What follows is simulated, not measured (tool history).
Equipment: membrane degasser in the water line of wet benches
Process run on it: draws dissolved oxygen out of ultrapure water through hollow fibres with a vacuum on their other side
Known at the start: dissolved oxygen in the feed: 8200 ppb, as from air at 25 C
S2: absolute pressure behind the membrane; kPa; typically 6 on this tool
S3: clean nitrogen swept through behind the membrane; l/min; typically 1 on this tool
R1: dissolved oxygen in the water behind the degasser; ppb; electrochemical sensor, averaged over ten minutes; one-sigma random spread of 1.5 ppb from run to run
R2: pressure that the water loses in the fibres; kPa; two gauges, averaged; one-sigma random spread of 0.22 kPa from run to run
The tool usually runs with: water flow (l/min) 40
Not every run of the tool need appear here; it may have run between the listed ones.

{"run": 1, "day": 0.0, "water flow (l/min)": 40, "S2": 6, "S3": 1, "R1": 233.8, "R2": 53.72}
{"run": 2, "day": 2.029, "water flow (l/min)": 40, "S2": 6, "S3": 1, "R1": 235.1, "R2": 53.73}
{"run": 3, "day": 4.792, "water flow (l/min)": 40, "S2": 6, "S3": 1, "R1": 236, "R2": 53.98}
{"run": 4, "day": 8.058, "water flow (l/min)": 40, "S2": 6, "S3": 1, "R1": 236, "R2": 53.48}
{"run": 5, "day": 10.233, "water flow (l/min)": 40, "S2": 6, "S3": 1, "R1": 237.9, "R2": 53.4}
{"run": 6, "day": 12.196, "water flow (l/min)": 40, "S2": 6, "S3": 1, "R1": 235.9, "R2": 53.95}
{"run": 7, "day": 13.746, "water flow (l/min)": 40, "S2": 6, "S3": 1, "R1": 239.7, "R2": 54}
{"run": 8, "day": 17.033, "water flow (l/min)": 40, "S2": 6, "S3": 0.48, "R1": 392.3, "R2": 53.4}
{"run": 9, "day": 18.758, "water flow (l/min)": 40, "S2": 6, "S3": 0.48, "R1": 395.6, "R2": 54.06}
{"run": 10, "day": 21.038, "water flow (l/min)": 40, "S2": 6, "S3": 1.26, "R1": 200.2, "R2": 53.26}
{"run": 11, "day": 23.904, "water flow (l/min)": 40, "S2": 6, "S3": 1.26, "R1": 199.9, "R2": 53.87}
{"run": 12, "day": 26.396, "water flow (l/min)": 40, "S2": 6, "S3": 1.26, "R1": 201.3, "R2": 53.78}
{"run": 13, "day": 28.204, "water flow (l/min)": 40, "S2": 6, "S3": 1, "R1": 240.3, "R2": 53.66}
{"run": 14, "day": 30.925, "water flow (l/min)": 40, "S2": 6, "S3": 1, "R1": 238.6, "R2": 53.96}
{"run": 15, "day": 33.988, "water flow (l/min)": 40, "S2": 6, "S3": 1, "R1": 240.3, "R2": 53.94}
{"run": 16, "day": 37.0, "water flow (l/min)": 28, "S2": 6, "S3": 1, "R1": 174.1, "R2": 37.34}
{"run": 17, "day": 40.3, "water flow (l/min)": 26, "S2": 8.85, "S3": 1, "R1": 315.4, "R2": 35.09}
{"day": 40.583, "done": "vacuum gauge calibrated"}
{"run": 18, "day": 43.312, "water flow (l/min)": 25, "S2": 6, "S3": 1.82, "R1": 96.1, "R2": 33.88}
{"run": 19, "day": 44.775, "water flow (l/min)": 25, "S2": 6, "S3": 1.82, "R1": 96, "R2": 33.89}
{"run": 20, "day": 47.129, "water flow (l/min)": 60, "S2": 4.92, "S3": 0.62, "R1": 315.8, "R2": 81.36}
{"run": 21, "day": 49.5, "water flow (l/min)": 33, "S2": 5.17, "S3": 0.49, "R1": 253, "R2": 44.65}
{"run": 22, "day": 51.662, "water flow (l/min)": 44, "S2": 10.9, "S3": 2.73, "R1": 298.2, "R2": 59.5}
{"run": 23, "day": 54.833, "water flow (l/min)": 44, "S2": 10.9, "S3": 2.73, "R1": 296.2, "R2": 59.2}
{"run": 24, "day": 57.15, "water flow (l/min)": 34, "S2": 10.53, "S3": 2.03, "R1": 283, "R2": 45.93}
{"run": 25, "day": 59.346, "water flow (l/min)": 34, "S2": 12.2, "S3": 2.03, "R1": 345.5, "R2": 46.39}
{"day": 59.879, "done": "vacuum gauge calibrated, once more"}
{"run": 26, "day": 62.242, "water flow (l/min)": 34, "S2": 3.63, "S3": 0.52, "R1": 58.4, "R2": 46.29}
{"run": 27, "day": 65.617, "water flow (l/min)": 29, "S2": 3.63, "S3": 1.51, "R1": 22.9, "R2": 39.07}
{"run": 28, "day": 68.975, "water flow (l/min)": 29, "S2": 9.11, "S3": 0.66, "R1": 490.6, "R2": 39.32}
{"run": 29, "day": 71.146, "water flow (l/min)": 29, "S2": 9.11, "S3": 0.66, "R1": 495.2, "R2": 39.39}
{"run": 30, "day": 72.842, "water flow (l/min)": 28, "S2": 4.94, "S3": 1.17, "R1": 94.9, "R2": 38.01}
{"run": 31, "day": 74.746, "water flow (l/min)": 32, "S2": 3.64, "S3": 2.83, "R1": 17.4, "R2": 43.52}
{"run": 32, "day": 77.762, "water flow (l/min)": 54, "S2": 6, "S3": 0.72, "R1": 380.6, "R2": 73.42}

Same runs, no hidden state in the tool, same run-to-run variation:
The hidden state here: membrane still open, %; true pressure behind the membrane over the reading, kPa; air that leaks in behind the membrane, l/min; drift of the gauge itself on oxygen_ppb, %; drift of the gauge itself on loss_of_pressure_kpa, %.
run=1 R1=227.4 R2=53.45
run=2 R1=228.5 R2=53.44
run=3 R1=229.2 R2=53.66
run=4 R1=228.9 R2=53.12
run=5 R1=230.6 R2=53.02
run=6 R1=228.5 R2=53.55
run=7 R1=232.1 R2=53.58
run=8 R1=380.4 R2=52.95
run=9 R1=383.3 R2=53.59
run=10 R1=193.3 R2=52.77
run=11 R1=192.8 R2=53.35
run=12 R1=194 R2=53.24
run=13 R1=231.6 R2=53.1
run=14 R1=229.8 R2=53.37
run=15 R1=231.1 R2=53.32
run=16 R1=167.2 R2=36.88
run=17 R1=308.7 R2=34.64
run=18 R1=90.8 R2=33.43
run=19 R1=90.6 R2=33.43
run=20 R1=290.8 R2=80.22
run=21 R1=234.7 R2=44
run=22 R1=290.7 R2=58.61
run=23 R1=288.7 R2=58.29
run=24 R1=275.7 R2=45.2
run=25 R1=338 R2=45.64
run=26 R1=55.7 R2=45.52
run=27 R1=21.5 R2=38.38
run=28 R1=488.3 R2=38.61
run=29 R1=492.7 R2=38.67
run=30 R1=92.9 R2=37.3
run=31 R1=15.9 R2=42.69
run=32 R1=374.3 R2=71.97
